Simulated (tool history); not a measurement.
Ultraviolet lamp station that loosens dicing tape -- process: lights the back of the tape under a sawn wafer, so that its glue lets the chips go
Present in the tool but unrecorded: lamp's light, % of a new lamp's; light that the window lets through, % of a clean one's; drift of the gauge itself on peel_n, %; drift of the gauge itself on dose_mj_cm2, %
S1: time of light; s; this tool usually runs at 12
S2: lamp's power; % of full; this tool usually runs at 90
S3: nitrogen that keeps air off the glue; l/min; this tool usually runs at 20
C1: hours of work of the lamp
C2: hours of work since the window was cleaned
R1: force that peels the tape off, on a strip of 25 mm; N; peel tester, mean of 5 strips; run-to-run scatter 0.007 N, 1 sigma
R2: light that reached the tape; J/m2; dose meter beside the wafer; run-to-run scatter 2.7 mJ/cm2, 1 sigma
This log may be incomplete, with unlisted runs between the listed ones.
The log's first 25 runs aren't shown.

run 26 day=43.758 | S1=7 S2=70 S3=11 | C1=1025 C2=173 | R1=1.074 R2=1620
run 27 day=45.721 | S1=7 S2=70 S3=11 | C1=1050 C2=198 | R1=1.054 R2=1680
run 28 day=48.208 | S1=8 S2=65 S3=36 | C1=1081 C2=229 | R1=0.759 R2=1700
run 29 day=50.283 | S1=8 S2=65 S3=36 | C1=1108 C2=256 | R1=0.779 R2=1790
run 30 day=52.458 | S1=14 S2=94 S3=9 | C1=1135 C2=283 | R1=0.237 R2=4400
run 31 day=54.204 | S1=12 S2=70 S3=14 | C1=1157 C2=306 | R1=0.44 R2=2840
run 32 day=55.662 | S1=9 S2=70 S3=32 | C1=1176 C2=324 | R1=0.57 R2=2070
run 33 day=57.446 | S1=7 S2=80 S3=27 | C1=1199 C2=347 | R1=0.715 R2=1850
run 34 day=58.733 | S1=7 S2=68 S3=8 | C1=1215 C2=363 | R1=1.226 R2=1620
run 35 day=60.329 | S1=7 S2=68 S3=8 | C1=1235 C2=383 | R1=1.183 R2=1580
run 36 day=62.312 | S1=7 S2=68 S3=8 | C1=1260 C2=409 | R1=1.174 R2=1590
run 37 day=64.004 | S1=11 S2=68 S3=30 | C1=1282 C2=430 | R1=0.429 R2=2530
run 38 day=66.096 | S1=7 S2=71 S3=8 | C1=1308 C2=457 | R1=1.121 R2=1640
run 39 day=68.442 | S1=7 S2=100 S3=7 | C1=1338 C2=486 | R1=0.751 R2=2340
run 40 day=69.85 | S1=8 S2=70 S3=8 | C1=1356 C2=504 | R1=0.999 R2=1880
run 41 day=71.296 | S1=12 S2=94 S3=20 | C1=1375 C2=523 | R1=0.233 R2=3740

Run 42 has not been measured yet. What should we expect?
run 42 day=72.654 | S1=12 S2=94 S3=20 | C1=1392 C2=540 | R1=? R2=?

R1: 0.222 N
R2: 3790 J/m2
Minus the tool's unlogged condition, the same run would have read R1 0.221 N, R2 3800 J/m2.
